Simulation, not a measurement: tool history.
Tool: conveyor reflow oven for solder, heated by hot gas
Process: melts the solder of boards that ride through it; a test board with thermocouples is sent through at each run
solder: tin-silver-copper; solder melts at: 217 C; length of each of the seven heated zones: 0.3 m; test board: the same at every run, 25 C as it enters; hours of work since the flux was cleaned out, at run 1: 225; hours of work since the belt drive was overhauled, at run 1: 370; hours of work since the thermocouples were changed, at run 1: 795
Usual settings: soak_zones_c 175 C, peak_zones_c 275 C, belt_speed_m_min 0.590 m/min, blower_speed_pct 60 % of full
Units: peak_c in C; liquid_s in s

run	day	soak_zones_c	peak_zones_c	belt_speed_m_min	blower_speed_pct	hours of work since the flux was cleaned out	hours of work since the belt drive was overhauled	hours of work since the thermocouples were changed	peak_c	liquid_s
1	0.000	175	275	0.590	60	225	370	795	248.0	41.8
2	1.342	175	275	0.590	60	241	386	811	247.8	41.7
3	2.238	175	275	0.590	60	252	397	822	247.6	41.5
4	3.617	175	275	0.590	60	268	414	839	247.6	41.5
5	4.221	175	275	0.689	60	276	421	846	240.5	29.7
# day 4.483: belt drive overhauled, speed set with a stopwatch
6	5.575	175	275	0.689	60	290	13	860	240.8	29.9
7	7.012	175	275	0.689	60	307	30	878	239.9	29.6
# day 7.671: belt drive overhauled, speed set with a stopwatch, once more
8	8.629	175	275	0.590	60	325	12	895	247.1	40.7
9	10.050	175	282	0.691	65	342	29	912	247.6	34.4
10	10.842	181	284	0.590	60	351	38	922	255.1	47.8
11	11.683	169	285	0.590	60	362	48	932	252.9	43.4
12	12.271	169	267	0.532	84	369	55	939	249.9	48.7
13	13.450	169	267	0.532	84	383	70	953	250.4	48.4
14	14.392	175	281	0.484	71	394	81	965	262.5	62.5
# day 15.350: flux residue cleaned out of gas plates and filters
15	15.721	175	281	0.484	71	4	94	978	264.1	63.4
16	16.642	175	281	0.484	71	16	106	989	264.1	63.4

5 ways to go on from here, each from the tool as it stands after run 16. What would each give?
A	17.758	175	281	0.484	70	29	119	1003	?	?
B	17.758	185	281	0.483	76	29	119	1003	?	?
C	17.758	169	271	0.659	60	29	119	1003	?	?
D	17.758	175	282	0.590	60	29	119	1003	?	?
E	17.758	187	276	0.661	60	29	119	1003	?	?

run	peak_c	liquid_s
A	263.6	63.2
B	266.5	68.3
C	238.9	28.3
D	253.8	45.4
E	247.2	39.4
Without the tool's hidden state the same runs would have given:
run	peak_c	liquid_s
A	267.1	64.6
B	270.0	69.4
C	241.9	30.5
D	257.0	47.1
E	250.2	41.1
